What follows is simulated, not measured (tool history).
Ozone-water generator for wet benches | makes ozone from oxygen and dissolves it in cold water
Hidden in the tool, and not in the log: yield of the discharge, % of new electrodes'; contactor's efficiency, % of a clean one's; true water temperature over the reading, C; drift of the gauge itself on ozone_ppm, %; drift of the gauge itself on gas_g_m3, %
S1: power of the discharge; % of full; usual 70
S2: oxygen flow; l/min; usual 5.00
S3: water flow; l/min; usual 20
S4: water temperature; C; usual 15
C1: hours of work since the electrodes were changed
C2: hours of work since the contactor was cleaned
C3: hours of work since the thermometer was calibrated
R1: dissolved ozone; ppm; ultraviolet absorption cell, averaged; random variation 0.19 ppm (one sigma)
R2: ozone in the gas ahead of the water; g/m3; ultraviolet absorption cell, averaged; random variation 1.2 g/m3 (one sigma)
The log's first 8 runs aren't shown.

run    hour  S1    S2  S3  S4    C1    C2    C3    R1     R2
  9   560.0  70  5.00  20  15  2473  5327  3207  23.3  204.1
 10   641.2  70  5.00  20  15  2535  5388  3268  23.3  205.1
 11   682.1  70  5.00  20  15  2565  5419  3299  23.4  203.0
 12   748.5  70  5.00  20  15  2615  5469  3349  23.2  203.6
 13   807.8  70  5.00  20  15  2660  5513  3394  23.6  203.1
 14   885.7  70  5.00  20  15  2719  5572  3453  23.3  203.9
 15   935.9  68  5.00  20  15  2757  5610  3490  22.9  199.0
 16   997.2  70  5.00  20  15  2803  5656  3537  23.2  203.7
 17  1065.9  70  5.00  16  15  2855  5708  3588  26.8  200.3
     1096.9  -- contactor cleaned
 18  1155.0  45  5.00  20  15  2919    44  3653  17.4  142.7
 19  1216.8  70  5.00  25  16  2965    90  3699  20.5  201.8
 20  1285.2  70  5.00  25  16  3017   142  3751  20.6  200.4
 21  1352.8  70  5.00  26   8  3068   193  3802  21.6  201.1
 22  1394.3  80  2.90  26   8  3099   224  3833  19.1  268.9
 23  1436.5  70  3.19  20  15  3131   256  3865  21.4  233.3
 24  1515.3  51  3.51  29   7  3190   315  3924  13.2  175.7
     1544.9  -- water thermometer calibrated
 25  1570.2  75  2.73  22   7  3231   356    19  20.7  257.0
 26  1627.4  91  6.07  25  15  3274   399    62  27.0  231.7
 27  1689.0  54  5.00  20  22  3321   446   109  18.1  162.3

The next listed run, before its measurement:
 28  1747.2  54  5.00  20  22  3365  490  152   ?   ?

R1: 18.2 ppm
R2: 161.9 g/m3
Without the tool's hidden state the same run would have given R1 19.5 ppm, R2 172.2 g/m3.
